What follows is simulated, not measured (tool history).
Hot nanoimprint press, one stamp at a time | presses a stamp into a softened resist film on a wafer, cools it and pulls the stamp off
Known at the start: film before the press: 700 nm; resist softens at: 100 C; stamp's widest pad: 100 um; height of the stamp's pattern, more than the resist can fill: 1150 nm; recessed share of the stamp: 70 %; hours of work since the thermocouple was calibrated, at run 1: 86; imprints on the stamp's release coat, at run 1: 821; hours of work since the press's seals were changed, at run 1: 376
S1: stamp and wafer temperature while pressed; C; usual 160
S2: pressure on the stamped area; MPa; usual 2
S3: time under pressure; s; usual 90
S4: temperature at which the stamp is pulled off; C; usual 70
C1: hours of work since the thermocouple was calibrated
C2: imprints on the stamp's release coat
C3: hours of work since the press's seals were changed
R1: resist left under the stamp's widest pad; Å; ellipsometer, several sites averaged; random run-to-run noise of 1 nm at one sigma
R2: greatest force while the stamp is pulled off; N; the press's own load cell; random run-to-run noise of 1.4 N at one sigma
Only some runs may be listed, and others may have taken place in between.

{"run": 1, "hour": 0.0, "S1": 160, "S2": 2, "S3": 90, "S4": 70, "C1": 86, "C2": 821, "C3": 376, "R1": 3332, "R2": 142}
{"run": 2, "hour": 11.3, "S1": 160, "S2": 2, "S3": 90, "S4": 70, "C1": 93, "C2": 866, "C3": 383, "R1": 3320, "R2": 141}
{"run": 3, "hour": 19.7, "S1": 160, "S2": 2, "S3": 90, "S4": 70, "C1": 98, "C2": 898, "C3": 388, "R1": 3319, "R2": 142}
{"run": 4, "hour": 32.9, "S1": 160, "S2": 2, "S3": 90, "S4": 70, "C1": 107, "C2": 950, "C3": 396, "R1": 3298, "R2": 146}
{"run": 5, "hour": 45.2, "S1": 160, "S2": 2, "S3": 90, "S4": 70, "C1": 114, "C2": 998, "C3": 403, "R1": 3308, "R2": 144}
{"run": 6, "hour": 58.4, "S1": 160, "S2": 2.78, "S3": 90, "S4": 70, "C1": 122, "C2": 1050, "C3": 411, "R1": 2849, "R2": 145}
{"run": 7, "hour": 72.5, "S1": 160, "S2": 2.78, "S3": 90, "S4": 70, "C1": 131, "C2": 1105, "C3": 420, "R1": 2850, "R2": 144}
{"run": 8, "hour": 86.3, "S1": 160, "S2": 2.78, "S3": 90, "S4": 70, "C1": 139, "C2": 1159, "C3": 429, "R1": 2843, "R2": 147}
{"run": 9, "hour": 97.1, "S1": 151, "S2": 2, "S3": 90, "S4": 70, "C1": 146, "C2": 1202, "C3": 435, "R1": 5271, "R2": 149}
{"run": 10, "hour": 113.2, "S1": 160, "S2": 2, "S3": 90, "S4": 70, "C1": 156, "C2": 1264, "C3": 445, "R1": 3283, "R2": 150}
{"run": 11, "hour": 123.7, "S1": 160, "S2": 2, "S3": 90, "S4": 70, "C1": 162, "C2": 1306, "C3": 452, "R1": 3308, "R2": 149}
{"hour": 137.5, "done": "stamp cleaned and given a new release coat"}
{"run": 12, "hour": 144.3, "S1": 160, "S2": 2, "S3": 90, "S4": 70, "C1": 171, "C2": 27, "C3": 461, "R1": 3273, "R2": 121}
{"run": 13, "hour": 160.5, "S1": 160, "S2": 2, "S3": 90, "S4": 70, "C1": 181, "C2": 90, "C3": 471, "R1": 3283, "R2": 125}
{"run": 14, "hour": 171.0, "S1": 160, "S2": 2, "S3": 90, "S4": 70, "C1": 188, "C2": 131, "C3": 477, "R1": 3293, "R2": 123}
{"run": 15, "hour": 178.6, "S1": 160, "S2": 2, "S3": 90, "S4": 70, "C1": 192, "C2": 161, "C3": 482, "R1": 3279, "R2": 124}
{"run": 16, "hour": 190.4, "S1": 160, "S2": 2, "S3": 90, "S4": 70, "C1": 200, "C2": 207, "C3": 489, "R1": 3276, "R2": 128}
{"run": 17, "hour": 206.6, "S1": 168, "S2": 2.46, "S3": 119, "S4": 64, "C1": 210, "C2": 270, "C3": 499, "R1": 1590, "R2": 144}
{"run": 18, "hour": 222.5, "S1": 160, "S2": 2, "S3": 102, "S4": 70, "C1": 219, "C2": 333, "C3": 509, "R1": 3117, "R2": 127}
{"run": 19, "hour": 234.4, "S1": 160, "S2": 2, "S3": 102, "S4": 70, "C1": 227, "C2": 379, "C3": 516, "R1": 3126, "R2": 129}
{"run": 20, "hour": 243.8, "S1": 164, "S2": 2, "S3": 92, "S4": 70, "C1": 233, "C2": 416, "C3": 522, "R1": 2527, "R2": 134}
{"run": 21, "hour": 254.5, "S1": 164, "S2": 2, "S3": 92, "S4": 70, "C1": 239, "C2": 458, "C3": 528, "R1": 2535, "R2": 131}
{"run": 22, "hour": 267.1, "S1": 164, "S2": 2, "S3": 92, "S4": 70, "C1": 247, "C2": 507, "C3": 536, "R1": 2519, "R2": 133}
{"run": 23, "hour": 283.5, "S1": 164, "S2": 2, "S3": 92, "S4": 70, "C1": 257, "C2": 571, "C3": 546, "R1": 2505, "R2": 134}
{"run": 24, "hour": 292.1, "S1": 164, "S2": 2, "S3": 105, "S4": 70, "C1": 262, "C2": 605, "C3": 551, "R1": 2374, "R2": 135}
{"run": 25, "hour": 309.9, "S1": 164, "S2": 2.64, "S3": 166, "S4": 70, "C1": 273, "C2": 675, "C3": 562, "R1": 1702, "R2": 136}
{"run": 26, "hour": 317.2, "S1": 164, "S2": 2.64, "S3": 166, "S4": 70, "C1": 278, "C2": 704, "C3": 567, "R1": 1707, "R2": 133}
{"run": 27, "hour": 329.9, "S1": 160, "S2": 2.13, "S3": 90, "S4": 70, "C1": 285, "C2": 753, "C3": 575, "R1": 3146, "R2": 138}
{"run": 28, "hour": 337.9, "S1": 160, "S2": 2.13, "S3": 57, "S4": 67, "C1": 290, "C2": 784, "C3": 580, "R1": 3735, "R2": 148}
{"run": 29, "hour": 352.6, "S1": 160, "S2": 2.13, "S3": 57, "S4": 67, "C1": 299, "C2": 842, "C3": 589, "R1": 3700, "R2": 151}

Per-run results on a tool with no hidden state, each run keeping its own random variation:
Hidden state at play: true temperature over the reading, C; pressure that arrives at the usual setting, %; grip of the stamp's worn release coat, % over a new coat's; drift of the gauge itself on residual_nm, %; drift of the gauge itself on pull_off_n, %.
run=1 R1=3350 R2=124
run=2 R1=3340 R2=122
run=3 R1=3341 R2=122
run=4 R1=3322 R2=124
run=5 R1=3335 R2=122
run=6 R1=2866 R2=122
run=7 R1=2870 R2=120
run=8 R1=2866 R2=121
run=9 R1=5317 R2=122
run=10 R1=3326 R2=122
run=11 R1=3354 R2=120
run=12 R1=3321 R2=121
run=13 R1=3335 R2=124
run=14 R1=3348 R2=121
run=15 R1=3335 R2=122
run=16 R1=3335 R2=124
run=17 R1=1615 R2=138
run=18 R1=3181 R2=121
run=19 R1=3193 R2=122
run=20 R1=2582 R2=125
run=21 R1=2591 R2=122
run=22 R1=2577 R2=123
run=23 R1=2566 R2=122
run=24 R1=2434 R2=123
run=25 R1=1742 R2=122
run=26 R1=1749 R2=119
run=27 R1=3232 R2=123
run=28 R1=3830 R2=130
run=29 R1=3798 R2=132
